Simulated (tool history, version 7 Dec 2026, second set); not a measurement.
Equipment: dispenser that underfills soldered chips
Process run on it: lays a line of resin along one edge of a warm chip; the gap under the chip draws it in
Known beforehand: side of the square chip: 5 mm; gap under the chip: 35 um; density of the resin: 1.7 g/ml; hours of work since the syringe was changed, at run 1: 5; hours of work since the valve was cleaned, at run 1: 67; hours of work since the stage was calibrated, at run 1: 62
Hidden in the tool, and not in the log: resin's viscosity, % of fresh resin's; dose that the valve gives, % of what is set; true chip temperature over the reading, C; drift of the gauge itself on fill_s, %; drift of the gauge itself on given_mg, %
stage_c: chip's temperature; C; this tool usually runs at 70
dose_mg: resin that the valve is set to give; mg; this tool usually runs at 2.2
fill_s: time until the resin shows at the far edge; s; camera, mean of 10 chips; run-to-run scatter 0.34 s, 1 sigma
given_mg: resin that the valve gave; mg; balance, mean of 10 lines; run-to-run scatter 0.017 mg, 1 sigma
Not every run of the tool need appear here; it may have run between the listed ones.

run	day	stage_c	dose_mg	hours of work since the syringe was changed	hours of work since the valve was cleaned	hours of work since the stage was calibrated	fill_s	given_mg
1	0	70	2.2	5	67	62	19.7	2.11
2	0.117	70	2.72	7	69	64	21	2.63
# day 0.167: new syringe of resin
3	0.329	70	2.72	3	72	67	17.8	2.63
4	0.512	70	2.2	6	75	70	20.7	2.1
# day 0.596: new syringe of resin
5	0.729	70	2.2	2	79	74	17	2.12
6	0.9	70	2.17	5	82	77	20	2.1
# day 1.017: new syringe of resin
7	1.1	70	2.2	1	85	80	17.6	2.11
8	1.258	84	2.2	4	88	83	12.6	2.13
# day 1.433: new syringe of resin
9	1.433	70	2.2	0	91	85	16.6	2.12
10	1.55	70	2.2	2	93	87	17.8	2.07
11	1.742	70	2.2	5	96	91	20.5	2.1
# day 1.858: new syringe of resin
12	1.871	70	2.2	0	98	93	17	2.08
# day 1.979: dispensing valve cleaned and set on the balance
13	2.088	70	2.2	3	2	96	18.7	2.2
14	2.292	75	2.2	7	5	99	18.6	2.18
# day 2.325: new syringe of resin
15	2.429	60	2.2	2	8	101	23.7	2.2
16	2.646	60	2.4	5	11	105	26.9	2.41
# day 2.758: new syringe of resin
17	2.762	58	2.08	0	13	107	24.2	2.07
18	2.925	78	2.28	3	16	109	14.3	2.25
19	3.046	77	2.61	5	18	112	15.8	2.53

For run 20, what comes out?
# day 3.179: new syringe of resin
20	3.217	77	2.71	1	21	114	?	?

{"run 20": {"fill_s": 13.8, "given_mg": 2.72}}
On a tool with no hidden condition, and with the same random variation, this run would have come out at fill_s 13.2 s, given_mg 2.75 mg.
